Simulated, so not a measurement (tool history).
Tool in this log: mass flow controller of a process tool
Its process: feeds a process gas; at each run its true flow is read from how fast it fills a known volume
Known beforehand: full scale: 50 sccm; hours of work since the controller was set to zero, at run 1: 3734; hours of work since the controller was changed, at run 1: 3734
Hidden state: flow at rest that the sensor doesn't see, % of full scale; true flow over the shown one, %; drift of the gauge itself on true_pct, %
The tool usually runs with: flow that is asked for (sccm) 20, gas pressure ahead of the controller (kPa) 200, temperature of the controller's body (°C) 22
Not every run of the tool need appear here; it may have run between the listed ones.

run    hour  flow that is asked for (sccm)  gas pressure ahead of the controller (kPa)  temperature of the controller's body (°C)  hours of work since the controller was set to zero  hours of work since the controller was changed  true flow (%)
  1       0                             20                                         200                                         22                                                3734                                            3734          99.58
  2    73.6                             20                                         200                                         22                                                3785                                            3785          99.55
  3   111.5                             20                                         200                                         22                                                3811                                            3811          99.58
  4   193.2                             20                                         200                                         22                                                3867                                            3867          99.54
  5   240.4                             20                                         200                                         22                                                3900                                            3900          99.49
  6   278.8                             20                                         200                                         22                                                3926                                            3926          99.54
  7     333                             20                                         200                                         22                                                3963                                            3963          99.49
  8   399.6                             20                                         200                                         22                                                4009                                            4009           99.7
  9   476.8                             20                                         200                                         22                                                4063                                            4063           99.7
 10   528.6                             20                                         200                                         23                                                4098                                            4098          99.73
 11   579.5                             20                                         276                                         23                                                4133                                            4133          99.11
 12   664.8                             20                                         276                                         23                                                4192                                            4192           99.2
 13   734.4                             20                                         175                                         22                                                4240                                            4240          99.88
 14   805.3                             20                                         141                                         22                                                4289                                            4289          99.95
 15   874.3                             20                                         141                                         22                                                4337                                            4337         100.09
 16   913.5                             20                                         200                                         22                                                4364                                            4364          99.52
 17   958.2                              9                                         200                                         22                                                4395                                            4395          101.6
 18   997.4                              9                                         200                                         22                                                4422                                            4422         101.49
 19  1050.7                             20                                         200                                         32                                                4458                                            4458          99.42
 20  1111.7                             20                                         200                                         32                                                4500                                            4500          99.48
 21  1185.6                             34                                         200                                         22                                                4552                                            4552          99.41
 22  1224.6                             34                                         200                                         22                                                4578                                            4578           99.4
 23  1301.7                             34                                         200                                         22                                                4632                                            4632          99.32
 24  1380.8                             20                                         200                                         22                                                4686                                            4686          99.63
 25  1423.9                             20                                         200                                         26                                                4716                                            4716          99.57
     1429.8  -- controller's zero set anew
 26  1469.9                             20                                         228                                         22                                                  28                                            4747          100.8
 27  1556.3                             20                                         228                                         22                                                  87                                            4807         100.79
 28  1635.8                              9                                         200                                         24                                                 142                                            4862         104.65
 29  1679.1                              5                                         164                                         29                                                 172                                            4892         110.48
 30  1731.4                             30                                         242                                         24                                                 208                                            4928          99.95
 31  1785.3                             30                                         242                                         24                                                 245                                            4965          99.87
 32  1837.6                             24                                         200                                         22                                                 281                                            5001         100.68
     1884.2  -- controller exchanged for a calibrated one
 33  1885.7                             18                                         198                                         22                                                   1                                               1          98.87
 34  1929.2                             18                                         198                                         22                                                  31                                              31          99.09
     1953.8  -- controller's zero set anew, once more
 35  2006.9                             18                                         198                                         22                                                  37                                              84          99.09
 36  2088.9                             20                                         173                                         27                                                  93                                             141          99.34
 37  2136.2                             24                                         192                                         23                                                 126                                             173           99.2
 38  2226.3                             34                                         190                                         24                                                 188                                             236          99.31
 39  2313.3                             34                                         190                                         24                                                 248                                             296          99.53
 40  2373.4                             34                                         230                                         24                                                 289                                             337          99.19
 41  2439.2                             34                                         230                                         24                                                 335                                             382          99.01
 42  2481.1                             34                                         230                                         24                                                 364                                             411          99.16
 43  2530.4                             25                                         142                                         36                                                 398                                             445          99.43
 44  2588.1                             25                                         223                                         25                                                 437                                             485          98.87
 45  2649.3                             24                                         164                                         26                                                 480                                             527          99.41
 46    2694                             24                                         164                                         26                                                 511                                             558          99.35
 47    2771                             24                                         147                                         26                                                 564                                             611          99.52
 48  2844.6                             46                                         198                                         35                                                 614                                             662          99.42
 49  2884.6                              9                                         198                                         35                                                 642                                             690          98.94

3 ways to go on from here, each from the tool as it stands after run 49. What would each give?
  A  2936.6                              6                                         224                                         36                                                 678                                             725              ?
  B  2936.6                             11                                         198                                         35                                                 678                                             725              ?
  C  2936.6                             20                                         141                                         22                                                 678                                             725              ?

run  true flow (%)
  A          99.22
  B          98.94
  C          99.51
What these runs would have given with no unlogged condition in the tool:
run  true flow (%)
  A          98.37
  B          98.65
  C          99.53

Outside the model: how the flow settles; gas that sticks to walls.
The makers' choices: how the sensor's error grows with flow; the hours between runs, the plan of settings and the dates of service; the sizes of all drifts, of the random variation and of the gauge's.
